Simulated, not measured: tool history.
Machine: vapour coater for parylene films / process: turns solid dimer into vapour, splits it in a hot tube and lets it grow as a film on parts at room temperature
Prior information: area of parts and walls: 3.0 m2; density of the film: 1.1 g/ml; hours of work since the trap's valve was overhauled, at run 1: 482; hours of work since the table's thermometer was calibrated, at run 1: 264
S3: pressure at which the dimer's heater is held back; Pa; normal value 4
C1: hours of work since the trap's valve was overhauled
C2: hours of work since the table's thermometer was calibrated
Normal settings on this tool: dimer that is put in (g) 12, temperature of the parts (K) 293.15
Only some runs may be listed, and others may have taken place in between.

run 1 hour=0 | dimer_that_is_put_in_(g)=12 temperature_of_the_parts_(K)=293.15 S3=4 | C1=482 C2=264 | thickness_of_the_film_(nm)=1680
run 2 hour=12 | dimer_that_is_put_in_(g)=12 temperature_of_the_parts_(K)=293.15 S3=4 | C1=492 C2=274 | thickness_of_the_film_(nm)=1670
run 3 hour=25.3 | dimer_that_is_put_in_(g)=12 temperature_of_the_parts_(K)=293.15 S3=4 | C1=503 C2=285 | thickness_of_the_film_(nm)=1680
run 4 hour=45.3 | dimer_that_is_put_in_(g)=12 temperature_of_the_parts_(K)=293.15 S3=4 | C1=520 C2=301 | thickness_of_the_film_(nm)=1660
run 5 hour=64.4 | dimer_that_is_put_in_(g)=12 temperature_of_the_parts_(K)=288.15 S3=4 | C1=535 C2=317 | thickness_of_the_film_(nm)=1970
run 6 hour=82.8 | dimer_that_is_put_in_(g)=12 temperature_of_the_parts_(K)=294.15 S3=4 | C1=550 C2=332 | thickness_of_the_film_(nm)=1640
run 7 hour=100.7 | dimer_that_is_put_in_(g)=12 temperature_of_the_parts_(K)=301.15 S3=4 | C1=565 C2=347 | thickness_of_the_film_(nm)=1270
run 8 hour=111.4 | dimer_that_is_put_in_(g)=13 temperature_of_the_parts_(K)=289.15 S3=3.61 | C1=574 C2=356 | thickness_of_the_film_(nm)=2060

Run 9 is up next; what results do you expect?
-- hour=117.2 trap's valve overhauled
run 9 hour=125.1 | dimer_that_is_put_in_(g)=11 temperature_of_the_parts_(K)=293.15 S3=4 | C1=7 C2=364 | thickness_of_the_film_(nm)=?

thickness of the film (nm): 1480
On a tool with no hidden condition, and with the same random variation, this run would have come out at thickness of the film (nm) 1620.
